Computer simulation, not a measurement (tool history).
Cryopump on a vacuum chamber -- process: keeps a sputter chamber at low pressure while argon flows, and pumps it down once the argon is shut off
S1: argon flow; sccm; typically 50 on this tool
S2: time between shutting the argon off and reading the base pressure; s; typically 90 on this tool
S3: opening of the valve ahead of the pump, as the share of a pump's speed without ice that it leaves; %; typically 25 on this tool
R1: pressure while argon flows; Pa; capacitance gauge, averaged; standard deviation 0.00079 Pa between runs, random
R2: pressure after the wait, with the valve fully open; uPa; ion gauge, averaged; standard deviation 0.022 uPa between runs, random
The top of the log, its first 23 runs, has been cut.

run,hour,S1,S2,S3,R1,R2
24,358.7,50,90,32,0.1306,2.49
25,379,46,30,41,0.0966,3.43
26,396.4,50,90,26,0.1585,2.51
27,413.8,50,90,26,0.1587,2.5
28,425,50,90,26,0.1577,2.48
29,439.2,50,70,25,0.1658,2.7
30,460.9,50,70,25,0.1651,2.72
31,470.7,50,91,48,0.0929,2.55
32,487.2,47,150,20,0.1913,2.41
33,500.8,40,30,36,0.0961,3.53
34,509.9,40,30,36,0.0961,3.49

Branching from run 34: 4 alternative next runs. What would each branch give?
A,520.8,50,110,25,?,?
B,520.8,70,22,45,?,?
C,520.8,73,90,56,?,?
D,520.8,75,86,32,?,?

run,R1,R2
A,0.1661,2.56
B,0.1397,3.95
C,0.1203,2.68
D,0.2003,2.63
The same runs, with their run-to-run variation unchanged, on a tool lacking any hidden condition would have given:
run,R1,R2
A,0.1516,0.53
B,0.1192,1.94
C,0.099,0.6
D,0.1785,0.62

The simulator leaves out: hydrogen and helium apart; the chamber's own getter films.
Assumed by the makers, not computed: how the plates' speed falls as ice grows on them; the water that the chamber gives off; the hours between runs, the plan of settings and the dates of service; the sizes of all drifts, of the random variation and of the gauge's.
